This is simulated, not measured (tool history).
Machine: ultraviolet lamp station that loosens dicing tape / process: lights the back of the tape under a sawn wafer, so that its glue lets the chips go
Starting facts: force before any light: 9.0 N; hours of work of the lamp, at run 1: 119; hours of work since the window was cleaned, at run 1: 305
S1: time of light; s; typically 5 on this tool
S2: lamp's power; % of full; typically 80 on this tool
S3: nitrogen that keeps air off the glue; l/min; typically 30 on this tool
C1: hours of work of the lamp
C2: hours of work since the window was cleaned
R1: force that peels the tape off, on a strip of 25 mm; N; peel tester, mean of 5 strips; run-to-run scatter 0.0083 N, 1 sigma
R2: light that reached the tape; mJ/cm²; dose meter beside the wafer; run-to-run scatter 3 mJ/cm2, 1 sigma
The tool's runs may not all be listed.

| run | hour | S1 | S2 | S3 | C1 | C2 | R1 | R2 |
|---|---|---|---|---|---|---|---|---|
| 1 | 0.0 | 5 | 80 | 30 | 119 | 305 | 0.453 | 386 |
| 2 | 19.1 | 5 | 80 | 30 | 131 | 317 | 0.459 | 380 |
| 3 | 51.2 | 5 | 80 | 24 | 151 | 337 | 0.556 | 377 |
| 4 | 93.1 | 5 | 80 | 24 | 177 | 364 | 0.594 | 374 |
| 5 | 113.7 | 5 | 80 | 24 | 190 | 377 | 0.612 | 362 |
| 6 | 152.4 | 5 | 80 | 24 | 215 | 401 | 0.645 | 356 |
| 7 | 193.5 | 5 | 80 | 30 | 241 | 427 | 0.570 | 354 |
| 8 | 215.9 | 4 | 80 | 30 | 255 | 441 | 0.952 | 276 |
| 9 | 257.4 | 4 | 80 | 30 | 281 | 467 | 1.027 | 266 |
| 10 | 280.2 | 5 | 80 | 30 | 295 | 482 | 0.664 | 335 |
| 11 | 320.4 | 5 | 80 | 30 | 321 | 507 | 0.691 | 321 |
| 12 | 342.6 | 5 | 80 | 24 | 335 | 521 | 0.828 | 317 |
| 13 | 373.2 | 5 | 80 | 30 | 354 | 540 | 0.733 | 317 |
|  | 378.5 | window cleaned of glue's vapour |
| 14 | 408.6 | 5 | 81 | 30 | 376 | 19 | 0.644 | 336 |
| 15 | 443.6 | 5 | 81 | 30 | 398 | 41 | 0.662 | 330 |
| 16 | 476.8 | 5 | 70 | 30 | 419 | 62 | 0.927 | 282 |
| 17 | 500.7 | 5 | 70 | 30 | 434 | 77 | 0.916 | 276 |
| 18 | 524.9 | 5 | 70 | 30 | 449 | 92 | 0.975 | 275 |
| 19 | 566.5 | 5 | 70 | 30 | 476 | 119 | 1.037 | 261 |
| 20 | 609.3 | 5 | 70 | 30 | 503 | 146 | 1.127 | 259 |
| 21 | 650.8 | 5 | 70 | 30 | 529 | 172 | 1.195 | 254 |
| 22 | 689.3 | 5 | 97 | 30 | 553 | 196 | 0.623 | 337 |
| 23 | 715.9 | 5 | 97 | 30 | 570 | 213 | 0.655 | 337 |
| 24 | 757.2 | 5 | 68 | 30 | 596 | 239 | 1.369 | 228 |
| 25 | 780.7 | 5 | 81 | 14 | 611 | 254 | 1.529 | 268 |
| 26 | 805.7 | 5 | 87 | 39 | 627 | 270 | 0.800 | 279 |
|  | 809.7 | lamp changed |
| 27 | 826.4 | 5 | 94 | 11 | 11 | 282 | 0.521 | 499 |
| 28 | 869.2 | 2 | 64 | 15 | 38 | 309 | 3.588 | 134 |
| 29 | 890.0 | 4 | 93 | 32 | 51 | 322 | 0.452 | 383 |
| 30 | 918.2 | 4 | 93 | 32 | 68 | 340 | 0.472 | 380 |
| 31 | 953.3 | 4 | 93 | 32 | 91 | 362 | 0.475 | 378 |
| 32 | 976.8 | 5 | 80 | 29 | 105 | 377 | 0.446 | 395 |
| 33 | 1015.5 | 4 | 80 | 30 | 130 | 401 | 0.759 | 309 |

Run 34 has not been measured yet. What should we expect?
| 34 | 1048.3 | 4 | 80 | 30 | 151 | 422 | ? | ? |

Run 34 gave R1 0.782 N, R2 304 mJ/cm².
Minus the tool's unlogged condition, the same run would have read R1 0.542 N, R2 359 mJ/cm².

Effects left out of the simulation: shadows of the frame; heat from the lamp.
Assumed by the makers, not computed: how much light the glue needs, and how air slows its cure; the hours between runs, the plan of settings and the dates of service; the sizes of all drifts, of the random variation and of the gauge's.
